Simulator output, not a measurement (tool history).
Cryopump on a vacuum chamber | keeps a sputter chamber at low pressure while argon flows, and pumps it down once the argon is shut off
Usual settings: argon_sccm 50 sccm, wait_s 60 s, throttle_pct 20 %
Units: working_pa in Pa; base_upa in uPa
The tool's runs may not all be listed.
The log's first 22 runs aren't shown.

run	hour	argon_sccm	wait_s	throttle_pct	hours of work since the pump was warmed up and emptied	hours of work since the cold head was overhauled	hours of work since the chamber's fittings were tightened	working_pa	base_upa
23	887.2	50	60	49	478	1261	182	0.0971	0.95
24	941.0	50	29	20	508	1291	213	0.2228	1.49
25	968.6	50	29	20	524	1307	229	0.2232	1.55
26	1019.7	30	66	18	553	1336	258	0.1478	0.96
27	1062.1	56	60	34	577	1360	282	0.1560	1.09
28	1102.7	56	60	34	600	1383	305	0.1560	1.10
29	1152.9	50	33	15	628	1412	333	0.2974	1.59
30	1203.1	27	150	44	657	1440	362	0.0610	0.92
31	1256.0	27	150	44	687	1470	392	0.0611	0.93
32	1307.1	22	60	38	716	1499	421	0.0576	1.24
33	1354.6	22	60	38	743	1526	448	0.0574	1.38

Forecast each of these 5 alternatives for the next run:
A	1378.1	83	37	21	756	1540	461	?	?
B	1378.1	50	43	20	756	1540	461	?	?
C	1378.1	89	60	24	756	1540	461	?	?
D	1378.1	50	176	20	756	1540	461	?	?
E	1378.1	22	58	38	756	1540	461	?	?

run	working_pa	base_upa
A	0.3731	1.77
B	0.2318	1.67
C	0.3498	1.39
D	0.2328	1.09
E	0.0570	1.43
Without the tool's hidden state the same runs would have given:
run	working_pa	base_upa
A	0.3374	1.02
B	0.2106	0.90
C	0.3121	0.65
D	0.2115	0.34
E	0.0477	0.68
